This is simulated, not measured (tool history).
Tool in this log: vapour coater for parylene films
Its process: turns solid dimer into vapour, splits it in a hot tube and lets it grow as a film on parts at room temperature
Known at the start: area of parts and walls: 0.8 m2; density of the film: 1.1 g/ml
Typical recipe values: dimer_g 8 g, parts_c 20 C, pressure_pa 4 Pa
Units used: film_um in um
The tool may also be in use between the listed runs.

run    hour  dimer_g  parts_c  pressure_pa  film_um
  1       0        8       20            4     6.11
  2    21.2        8       20            4     5.98
  3    39.8        8       20            4     6.02
  4    79.1        8       29            4      4.5
  5   118.6        8       20         3.31     6.04
      147.3  -- trap's valve overhauled
  6   163.8        8       20            4     5.73
  7   205.6        7       20            4        5
  8   233.1        8       20         2.17     5.88
  9   276.2        8       20         2.17     5.85
 10   321.4        8       20         2.17     5.92
 11   357.2        8       20         2.17     5.83
 12   397.2        8       20         2.25     5.76
      407.8  -- trap's valve overhauled, once more
 13   444.9        8       20         2.25     6.71
 14   473.5        8       20         2.25     6.76
 15   491.8        8       20         2.25     6.65
 16   522.7        8       20         2.25     6.69
 17   560.1       11       20            4     8.67
 18     586       11       20            4     8.59
 19   609.6        8       20            4     6.23
 20   649.6        8       20            4     6.15
 21   686.3        8       20         3.05     6.32
 22   724.1        8       20         3.05     6.35
 23   765.3        8       23         2.92     5.76
 24   788.7        5       17            4     4.21
 25   807.5        6       22            4     4.24
 26   845.8        3       16        10.24     2.35
 27   876.5        3       16        10.24     2.33
 28   919.2        3       16        10.24     2.32
 29   945.6        3       23         5.51     1.94
      971.3  -- trap's valve overhauled
 30   988.4        7       13            4        7
 31  1027.8        8       20         3.11     6.55
 32  1052.2        8       27        10.24     4.72
 33    1097        4       27            4     2.57
 34  1131.9        5       18          8.8     3.94
 35    1172        9       16            4     8.02
 36  1204.1        9       16         2.86     8.18
 37    1240        9       16         2.86     8.18

Consider 4 possible next runs. They are alternatives, not a sequence: every one starts from the tool as it was left by run 37. What does each give?
  A  1275.9        9       20            4        ?
  B  1275.9        8       20            4        ?
  C  1275.9        6       14        10.84        ?
  D  1275.9        8       24            4        ?

run  film_um
  A      6.9
  B     6.19
  C     5.08
  D     5.39
Had the tool no hidden state, the same runs would have come out as:
run  film_um
  A     7.22
  B     6.48
  C     5.32
  D     5.65
